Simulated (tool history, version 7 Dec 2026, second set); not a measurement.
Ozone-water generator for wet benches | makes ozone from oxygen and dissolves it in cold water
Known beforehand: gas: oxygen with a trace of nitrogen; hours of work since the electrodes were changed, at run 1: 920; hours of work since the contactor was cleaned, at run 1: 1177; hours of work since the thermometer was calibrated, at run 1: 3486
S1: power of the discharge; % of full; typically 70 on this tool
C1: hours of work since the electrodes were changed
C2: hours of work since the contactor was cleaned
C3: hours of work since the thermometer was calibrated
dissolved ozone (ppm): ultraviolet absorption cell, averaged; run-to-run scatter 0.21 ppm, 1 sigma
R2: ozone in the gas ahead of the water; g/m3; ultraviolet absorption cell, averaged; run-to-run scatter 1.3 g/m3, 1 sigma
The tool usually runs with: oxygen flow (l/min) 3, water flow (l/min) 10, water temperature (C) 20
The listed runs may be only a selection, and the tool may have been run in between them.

Run 1, hour 0: usual settings; C1 920; C2 1177; C3 3486. Result: dissolved ozone (ppm) 29.4, R2 231.4 g/m3.
Run 2, hour 136.8: usual settings; C1 1033; C2 1290; C3 3599. Result: dissolved ozone (ppm) 29.3, R2 232.6 g/m3.
Run 3, hour 260.3: usual settings but S1 68 % of full; C1 1135; C2 1392; C3 3701. Result: dissolved ozone (ppm) 28.6, R2 227.6 g/m3.
Run 4, hour 440.9: usual settings but S1 68 % of full; C1 1283; C2 1540; C3 3849. Result: dissolved ozone (ppm) 29, R2 227.5 g/m3.
Run 5, hour 538.5: usual settings but S1 68 % of full; C1 1364; C2 1621; C3 3930. Result: dissolved ozone (ppm) 28.7, R2 225.2 g/m3.
Run 6, hour 636.7: usual settings but S1 68 % of full; C1 1445; C2 1701; C3 4010. Result: dissolved ozone (ppm) 28.4, R2 226.7 g/m3.
Run 7, hour 792.9: usual settings but S1 68 % of full; C1 1573; C2 1830; C3 4139. Result: dissolved ozone (ppm) 28.5, R2 226.8 g/m3.
Run 8, hour 944.9: usual settings; C1 1698; C2 1955; C3 4264. Result: dissolved ozone (ppm) 28.7, R2 226.7 g/m3.
Run 9, hour 1135.4: usual settings; C1 1855; C2 2112; C3 4421. Result: dissolved ozone (ppm) 28.3, R2 228.1 g/m3.
Run 10, hour 1262.7: usual settings; C1 1960; C2 2217; C3 4526. Result: dissolved ozone (ppm) 28.2, R2 226 g/m3.
At hour 1371.1: contactor cleaned.
At hour 1371.6: water thermometer calibrated.
Run 11, hour 1377.1: usual settings but water flow (l/min) 8; C1 2051; C2 5; C3 5. Result: dissolved ozone (ppm) 34.3, R2 225.9 g/m3.
Run 12, hour 1495.5: usual settings but water flow (l/min) 8; C1 2148; C2 102; C3 102. Result: dissolved ozone (ppm) 33.6, R2 225.2 g/m3.
Run 13, hour 1603.3: usual settings but S1 72 % of full; C1 2237; C2 191; C3 191. Result: dissolved ozone (ppm) 29.5, R2 225.6 g/m3.
Run 14, hour 1803.2: usual settings but water flow (l/min) 6; C1 2402; C2 355; C3 355. Result: dissolved ozone (ppm) 39.3, R2 224.1 g/m3.
Run 15, hour 1926.3: usual settings but S1 66 % of full, oxygen flow (l/min) 2.38, water flow (l/min) 9, water temperature (C) 23; C1 2503; C2 457; C3 457. Result: dissolved ozone (ppm) 29, R2 245.9 g/m3.
Run 16, hour 2046.6: usual settings but S1 47 % of full, oxygen flow (l/min) 2.84, water flow (l/min) 8, water temperature (C) 23; C1 2602; C2 556; C3 556. Result: dissolved ozone (ppm) 25, R2 181.7 g/m3.
Run 17, hour 2222.4: usual settings but water flow (l/min) 14, water temperature (C) 14; C1 2747; C2 701; C3 701. Result: dissolved ozone (ppm) 23.3, R2 218.5 g/m3.
Run 18, hour 2378.2: usual settings but S1 97 % of full, oxygen flow (l/min) 2, water temperature (C) 24; C1 2875; C2 829; C3 829. Result: dissolved ozone (ppm) 32.5, R2 339.9 g/m3.
Run 19, hour 2570.2: usual settings but S1 97 % of full, oxygen flow (l/min) 2, water temperature (C) 24; C1 3033; C2 987; C3 987. Result: dissolved ozone (ppm) 32.3, R2 332.4 g/m3.
Run 20, hour 2793.9: usual settings but S1 66 % of full, oxygen flow (l/min) 1.97, water temperature (C) 14; C1 3217; C2 1171; C3 1171. Result: dissolved ozone (ppm) 29, R2 269 g/m3.
Run 21, hour 2901: usual settings but S1 66 % of full, oxygen flow (l/min) 2.33, water temperature (C) 14; C1 3306; C2 1259; C3 1259. Result: dissolved ozone (ppm) 29.3, R2 242.6 g/m3.
Run 22, hour 3102.4: usual settings but S1 59 % of full, oxygen flow (l/min) 3.06; C1 3471; C2 1425; C3 1425. Result: dissolved ozone (ppm) 25.2, R2 195.2 g/m3.

Below are 5 alternative next runs, each starting from the tool's condition after run 22. Predict each:
Run A, hour 3203.9: usual settings but S1 74 % of full, oxygen flow (l/min) 3.06, water flow (l/min) 14; C1 3555; C2 1509; C3 1509. Result: dissolved ozone (ppm) ?, R2 ?.
Run B, hour 3203.9: usual settings but S1 63 % of full, oxygen flow (l/min) 3.63; C1 3555; C2 1509; C3 1509. Result: dissolved ozone (ppm) ?, R2 ?.
Run C, hour 3203.9: usual settings but S1 95 % of full, oxygen flow (l/min) 3.06, water temperature (C) 15; C1 3555; C2 1509; C3 1509. Result: dissolved ozone (ppm) ?, R2 ?.
Run D, hour 3203.9: usual settings but S1 61 % of full, oxygen flow (l/min) 3.74, water temperature (C) 21; C1 3555; C2 1509; C3 1509. Result: dissolved ozone (ppm) ?, R2 ?.
Run E, hour 3203.9: usual settings but oxygen flow (l/min) 1.91; C1 3555; C2 1509; C3 1509. Result: dissolved ozone (ppm) ?, R2 ?.

run  dissolved ozone (ppm)     R2
  A                   21.6    223
  B                   25.4  185.2
  C                   35.6  257.6
  D                   24.5  177.2
  E                   27.5  280.5
Take away the tool's hidden state, keep each run's random variation, and the runs would have read:
run  dissolved ozone (ppm)     R2
  A                   24.3  243.7
  B                   28.1  200.7
  C                   40.2  285.1
  D                     27  191.7
  E                   30.6  305.5

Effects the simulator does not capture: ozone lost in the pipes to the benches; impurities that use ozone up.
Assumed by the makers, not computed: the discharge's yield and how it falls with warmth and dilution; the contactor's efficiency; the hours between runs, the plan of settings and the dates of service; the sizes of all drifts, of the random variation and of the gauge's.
